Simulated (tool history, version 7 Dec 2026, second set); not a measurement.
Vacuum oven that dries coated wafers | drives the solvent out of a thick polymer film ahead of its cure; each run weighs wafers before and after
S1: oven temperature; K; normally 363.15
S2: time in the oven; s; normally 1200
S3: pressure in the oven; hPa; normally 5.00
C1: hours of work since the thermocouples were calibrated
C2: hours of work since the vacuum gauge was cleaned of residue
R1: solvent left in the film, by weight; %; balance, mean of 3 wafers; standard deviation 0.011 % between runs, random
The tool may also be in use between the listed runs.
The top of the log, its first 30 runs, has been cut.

run,hour,S1,S2,S3,C1,C2,R1
31,718.7,366.15,1260,17.61,85,646,1.90
32,735.7,366.15,1260,17.61,97,659,1.90
33,751.5,366.15,1260,17.61,109,670,1.91
34,784.1,366.15,1260,17.61,133,694,1.90
35,808.5,366.15,1260,17.61,150,712,1.91
36,833.7,367.15,1860,13.21,169,730,1.13
37,867.6,357.15,720,2.76,194,755,4.60
38,897.8,356.15,1200,14.07,216,777,3.91
39,912.2,373.15,720,7.09,226,788,1.19
40,942.8,373.15,720,7.09,249,810,1.18
41,965.8,358.15,960,12.28,266,827,3.96
42,991.9,363.15,1920,5.00,285,846,0.68
43,1018.5,364.15,1440,9.49,304,865,1.32
44,1046.4,351.15,1380,3.46,324,886,3.71
45,1076.9,372.15,1200,5.00,347,908,0.47
46,1108.3,363.15,1200,5.65,370,931,1.50
47,1141.5,363.15,1200,5.65,394,955,1.50

Predict each of these 4 candidate next runs independently; none follows another, all start after run 47:
A,1171.1,363.15,1740,2.95,416,977,?
B,1171.1,363.15,600,5.00,416,977,?
C,1171.1,356.15,1200,5.00,416,977,?
D,1171.1,360.15,1200,12.78,416,977,?

run,R1
A,0.60
B,3.82
C,3.02
D,2.76
With the hidden condition removed and each run's random variation left untouched, the same runs would have given:
run,R1
A,0.60
B,3.82
C,3.02
D,2.75
